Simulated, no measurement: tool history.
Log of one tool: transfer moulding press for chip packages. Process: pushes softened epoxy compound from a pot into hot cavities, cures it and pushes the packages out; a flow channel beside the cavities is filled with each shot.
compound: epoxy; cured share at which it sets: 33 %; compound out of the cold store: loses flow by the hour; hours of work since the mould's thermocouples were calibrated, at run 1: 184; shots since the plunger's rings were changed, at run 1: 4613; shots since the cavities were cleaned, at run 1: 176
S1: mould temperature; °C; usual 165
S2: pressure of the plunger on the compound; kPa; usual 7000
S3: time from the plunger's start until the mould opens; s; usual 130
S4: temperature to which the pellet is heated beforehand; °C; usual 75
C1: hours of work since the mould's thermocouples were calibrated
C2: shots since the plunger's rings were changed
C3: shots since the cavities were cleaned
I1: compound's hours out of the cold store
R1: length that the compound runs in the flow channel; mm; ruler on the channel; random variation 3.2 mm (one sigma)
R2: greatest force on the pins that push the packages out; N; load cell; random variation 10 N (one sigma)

run	day	S1	S2	S3	S4	C1	C2	C3	I1	R1	R2
1	0.000	165	7000	130	75	184	4613	176	30.2	480	594
2	1.717	165	7000	130	75	209	4988	551	37.9	455	789
3	2.550	165	7000	130	75	221	5171	734	9.1	532	950
# day 4.125: cavities cleaned with cleaning compound and waxed
# day 4.421: plunger's sealing rings changed
4	4.754	165	7000	130	76	250	72	114	34.5	506	591
5	6.167	165	7000	130	76	270	381	423	10.6	576	802
6	7.708	165	7000	130	76	292	718	760	8.6	584	950
# day 9.079: cavities cleaned with cleaning compound and waxed
7	9.375	165	7000	130	75	316	1069	65	47.1	468	503
8	10.996	165	7000	130	75	339	1423	419	33.4	499	803
9	11.975	165	7000	130	75	353	1637	633	34.6	487	840
# day 13.925: cavities cleaned with cleaning compound and waxed
10	13.925	165	5450	130	75	380	2049	0	31.3	437	455
11	14.904	165	5450	130	75	394	2263	214	21.9	465	668
12	16.925	165	5450	130	75	424	2705	656	47.9	396	884
13	18.125	170	5450	130	75	441	2968	919	47.0	390	827
# day 18.946: cavities cleaned with cleaning compound and waxed
14	20.033	170	5450	149	75	467	3371	238	41.7	396	560
15	21.204	161	6290	130	75	484	3627	494	41.5	449	1011
16	22.954	161	6290	130	75	509	4009	876	27.2	478	1187
# day 23.850: cavities cleaned with cleaning compound and waxed
17	24.088	161	6290	130	75	525	4243	51	21.2	494	690
18	25.392	161	6290	166	75	544	4528	336	9.4	530	726
19	27.021	164	6290	166	75	567	4884	692	14.9	499	778
20	28.421	164	8470	137	66	587	5190	998	27.8	539	990
# day 28.858: cavities cleaned with cleaning compound and waxed
21	29.875	170	7000	129	84	607	5494	222	15.0	501	592
# day 30.254: plunger's sealing rings changed
22	31.050	165	7000	150	66	623	173	456	30.7	514	704
23	32.183	164	6940	156	73	639	421	704	36.8	499	826
24	33.446	171	5230	130	66	657	697	980	47.8	391	815
# day 33.833: cavities cleaned with cleaning compound and waxed
25	35.408	171	5230	114	66	685	1112	344	27.3	441	712
26	36.512	171	5230	114	66	701	1353	585	41.7	406	821
27	37.500	168	7000	130	81	715	1570	802	20.0	528	866
# day 38.671: cavities cleaned with cleaning compound and waxed
28	38.821	168	7000	130	81	733	1844	32	24.4	512	460

Forecast each of these 3 alternatives for the next run:
A	40.246	168	7000	168	74	754	2156	344	26.3	?	?
B	40.246	168	7000	169	81	754	2156	344	45.8	?	?
C	40.246	157	7000	130	81	754	2156	344	34.4	?	?

run	R1	R2
A	506	612
B	459	604
C	514	1327
Without the tool's hidden state the same runs would have given:
run	R1	R2
A	518	381
B	471	375
C	525	711
